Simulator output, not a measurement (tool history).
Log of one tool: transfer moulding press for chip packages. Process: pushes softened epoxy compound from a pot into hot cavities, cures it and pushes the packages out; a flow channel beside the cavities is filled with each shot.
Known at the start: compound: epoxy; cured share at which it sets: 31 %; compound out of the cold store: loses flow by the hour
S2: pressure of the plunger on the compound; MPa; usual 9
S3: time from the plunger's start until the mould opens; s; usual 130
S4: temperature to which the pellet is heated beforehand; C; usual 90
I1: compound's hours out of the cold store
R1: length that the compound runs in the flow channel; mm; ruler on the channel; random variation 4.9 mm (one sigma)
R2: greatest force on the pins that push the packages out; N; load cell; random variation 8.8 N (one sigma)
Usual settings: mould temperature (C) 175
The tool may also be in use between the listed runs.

run 1 hour=0 | mould_temperature_(C)=175 S2=9 S3=130 S4=90 | I1=36.5 | R1=842 R2=387
run 2 hour=25.1 | mould_temperature_(C)=175 S2=9 S3=130 S4=90 | I1=35.7 | R1=850 R2=385
run 3 hour=67 | mould_temperature_(C)=175 S2=9 S3=130 S4=90 | I1=8.4 | R1=1015 R2=406
-- hour=74.3 cavities cleaned with cleaning compound and waxed
run 4 hour=94.5 | mould_temperature_(C)=175 S2=9 S3=130 S4=80 | I1=40.6 | R1=822 R2=392
run 5 hour=131 | mould_temperature_(C)=175 S2=9 S3=130 S4=80 | I1=45.9 | R1=795 R2=395
run 6 hour=164.1 | mould_temperature_(C)=175 S2=9 S3=130 S4=80 | I1=15.3 | R1=958 R2=408
-- hour=169.6 cavities cleaned with cleaning compound and waxed
run 7 hour=190.4 | mould_temperature_(C)=175 S2=10.16 S3=130 S4=90 | I1=22.7 | R1=970 R2=399
run 8 hour=223.6 | mould_temperature_(C)=175 S2=10.16 S3=130 S4=90 | I1=14.2 | R1=1028 R2=402
run 9 hour=259.4 | mould_temperature_(C)=175 S2=10.16 S3=130 S4=90 | I1=47.3 | R1=835 R2=383
-- hour=264.5 cavities cleaned with cleaning compound and waxed
run 10 hour=289.1 | mould_temperature_(C)=175 S2=10.16 S3=130 S4=90 | I1=39.6 | R1=880 R2=390
run 11 hour=309.4 | mould_temperature_(C)=175 S2=9 S3=135 S4=90 | I1=33.8 | R1=861 R2=375
run 12 hour=348.8 | mould_temperature_(C)=175 S2=9 S3=135 S4=90 | I1=13.5 | R1=969 R2=379
-- hour=359.7 cavities cleaned with cleaning compound and waxed
run 13 hour=388.2 | mould_temperature_(C)=175 S2=9 S3=130 S4=90 | I1=47.7 | R1=780 R2=384
run 14 hour=423.8 | mould_temperature_(C)=175 S2=7.25 S3=130 S4=90 | I1=18.9 | R1=844 R2=397
-- hour=456.8 cavities cleaned with cleaning compound and waxed
run 15 hour=456.8 | mould_temperature_(C)=175 S2=10.26 S3=130 S4=97 | I1=23.9 | R1=968 R2=395
run 16 hour=489.7 | mould_temperature_(C)=175 S2=9 S3=130 S4=85 | I1=30.8 | R1=872 R2=395
run 17 hour=509 | mould_temperature_(C)=175 S2=9.12 S3=114 S4=90 | I1=17.3 | R1=955 R2=493
-- hour=516.6 mould's thermocouples calibrated
run 18 hour=529.5 | mould_temperature_(C)=178 S2=9 S3=130 S4=97 | I1=15.1 | R1=954 R2=354
-- hour=555.7 cavities cleaned with cleaning compound and waxed
run 19 hour=565.9 | mould_temperature_(C)=178 S2=9 S3=130 S4=97 | I1=26.1 | R1=893 R2=358
run 20 hour=585.5 | mould_temperature_(C)=178 S2=9 S3=130 S4=97 | I1=15.4 | R1=952 R2=349
-- hour=612.1 plunger's sealing rings changed
run 21 hour=623.3 | mould_temperature_(C)=175 S2=8.13 S3=130 S4=90 | I1=9.8 | R1=945 R2=404
-- hour=654.3 cavities cleaned with cleaning compound and waxed
run 22 hour=662.9 | mould_temperature_(C)=176 S2=9 S3=120 S4=96 | I1=28.1 | R1=884 R2=408
run 23 hour=700 | mould_temperature_(C)=176 S2=9 S3=120 S4=96 | I1=36.6 | R1=841 R2=400
run 24 hour=724.7 | mould_temperature_(C)=176 S2=9 S3=120 S4=96 | I1=8 | R1=1003 R2=429
-- hour=750 cavities cleaned with cleaning compound and waxed
run 25 hour=763.9 | mould_temperature_(C)=173 S2=9 S3=120 S4=90 | I1=32.7 | R1=867 R2=478
run 26 hour=789.2 | mould_temperature_(C)=167 S2=10.84 S3=130 S4=90 | I1=48 | R1=879 R2=552
run 27 hour=832.5 | mould_temperature_(C)=167 S2=10.84 S3=130 S4=96 | I1=18.3 | R1=1072 R2=621
-- hour=844.8 cavities cleaned with cleaning compound and waxed
run 28 hour=854.6 | mould_temperature_(C)=167 S2=10.84 S3=130 S4=96 | I1=46.2 | R1=895 R2=544

Forecast each of these 4 alternatives for the next run:
run A hour=886.9 | mould_temperature_(C)=175 S2=6.98 S3=129 S4=94 | I1=10.1 | R1=? R2=?
run B hour=886.9 | mould_temperature_(C)=174 S2=10.84 S3=130 S4=94 | I1=38.1 | R1=? R2=?
run C hour=886.9 | mould_temperature_(C)=171 S2=9.48 S3=130 S4=89 | I1=29.7 | R1=? R2=?
run D hour=886.9 | mould_temperature_(C)=167 S2=10.84 S3=124 S4=96 | I1=11.2 | R1=? R2=?

run=A R1=875 R2=409
run=B R1=918 R2=390
run=C R1=916 R2=465
run=D R1=1099 R2=690
Without the tool's hidden state the same runs would have given:
run=A R1=875 R2=407
run=B R1=919 R2=388
run=C R1=916 R2=463
run=D R1=1100 R2=686
